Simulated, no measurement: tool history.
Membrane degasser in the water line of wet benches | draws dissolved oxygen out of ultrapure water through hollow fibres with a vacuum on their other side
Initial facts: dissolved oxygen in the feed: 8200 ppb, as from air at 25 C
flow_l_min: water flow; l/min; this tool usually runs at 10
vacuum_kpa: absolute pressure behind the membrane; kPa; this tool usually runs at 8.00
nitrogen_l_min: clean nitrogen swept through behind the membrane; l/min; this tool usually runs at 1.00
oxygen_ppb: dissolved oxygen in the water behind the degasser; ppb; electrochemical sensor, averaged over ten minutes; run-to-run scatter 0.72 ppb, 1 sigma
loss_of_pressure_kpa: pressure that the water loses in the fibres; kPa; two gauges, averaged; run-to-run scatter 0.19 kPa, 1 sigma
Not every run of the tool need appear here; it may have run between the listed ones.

run 1 hour=0.0 | flow_l_min=10 vacuum_kpa=8.00 nitrogen_l_min=1.00 | oxygen_ppb=125.2 loss_of_pressure_kpa=39.08
run 2 hour=216.5 | flow_l_min=10 vacuum_kpa=8.00 nitrogen_l_min=1.00 | oxygen_ppb=123.7 loss_of_pressure_kpa=39.16
run 3 hour=386.1 | flow_l_min=10 vacuum_kpa=8.00 nitrogen_l_min=1.00 | oxygen_ppb=125.6 loss_of_pressure_kpa=39.15
run 4 hour=556.2 | flow_l_min=14 vacuum_kpa=8.00 nitrogen_l_min=1.00 | oxygen_ppb=175.1 loss_of_pressure_kpa=55.37
run 5 hour=651.8 | flow_l_min=14 vacuum_kpa=8.00 nitrogen_l_min=1.00 | oxygen_ppb=172.9 loss_of_pressure_kpa=54.47
run 6 hour=777.5 | flow_l_min=14 vacuum_kpa=11.78 nitrogen_l_min=1.00 | oxygen_ppb=291.4 loss_of_pressure_kpa=54.81
run 7 hour=894.5 | flow_l_min=14 vacuum_kpa=11.78 nitrogen_l_min=1.00 | oxygen_ppb=292.8 loss_of_pressure_kpa=54.75
run 8 hour=1041.4 | flow_l_min=6 vacuum_kpa=10.28 nitrogen_l_min=0.64 | oxygen_ppb=172.2 loss_of_pressure_kpa=23.58
run 9 hour=1139.6 | flow_l_min=6 vacuum_kpa=10.28 nitrogen_l_min=0.64 | oxygen_ppb=173.4 loss_of_pressure_kpa=23.62
run 10 hour=1348.6 | flow_l_min=11 vacuum_kpa=11.81 nitrogen_l_min=0.62 | oxygen_ppb=358.0 loss_of_pressure_kpa=43.58
run 11 hour=1522.0 | flow_l_min=7 vacuum_kpa=6.12 nitrogen_l_min=1.00 | oxygen_ppb=56.9 loss_of_pressure_kpa=27.72

Each row is a separate what-if for the run after 11, all from the same tool condition, not one after another. Results?
run A hour=1641.9 | flow_l_min=11 vacuum_kpa=5.22 nitrogen_l_min=0.58 | oxygen_ppb=? loss_of_pressure_kpa=?
run B hour=1641.9 | flow_l_min=12 vacuum_kpa=19.69 nitrogen_l_min=1.75 | oxygen_ppb=? loss_of_pressure_kpa=?
run C hour=1641.9 | flow_l_min=6 vacuum_kpa=7.80 nitrogen_l_min=0.63 | oxygen_ppb=? loss_of_pressure_kpa=?
run D hour=1641.9 | flow_l_min=10 vacuum_kpa=15.72 nitrogen_l_min=1.28 | oxygen_ppb=? loss_of_pressure_kpa=?
run E hour=1641.9 | flow_l_min=7 vacuum_kpa=12.32 nitrogen_l_min=0.51 | oxygen_ppb=? loss_of_pressure_kpa=?

run=A oxygen_ppb=100.3 loss_of_pressure_kpa=43.37
run=B oxygen_ppb=288.6 loss_of_pressure_kpa=47.85
run=C oxygen_ppb=115.5 loss_of_pressure_kpa=23.98
run=D oxygen_ppb=247.5 loss_of_pressure_kpa=39.35
run=E oxygen_ppb=304.6 loss_of_pressure_kpa=27.47
Without the tool's unlogged condition, the same runs would have read:
run=A oxygen_ppb=91.1 loss_of_pressure_kpa=42.93
run=B oxygen_ppb=272.8 loss_of_pressure_kpa=47.37
run=C oxygen_ppb=103.2 loss_of_pressure_kpa=23.74
run=D oxygen_ppb=231.6 loss_of_pressure_kpa=38.96
run=E oxygen_ppb=282.1 loss_of_pressure_kpa=27.19
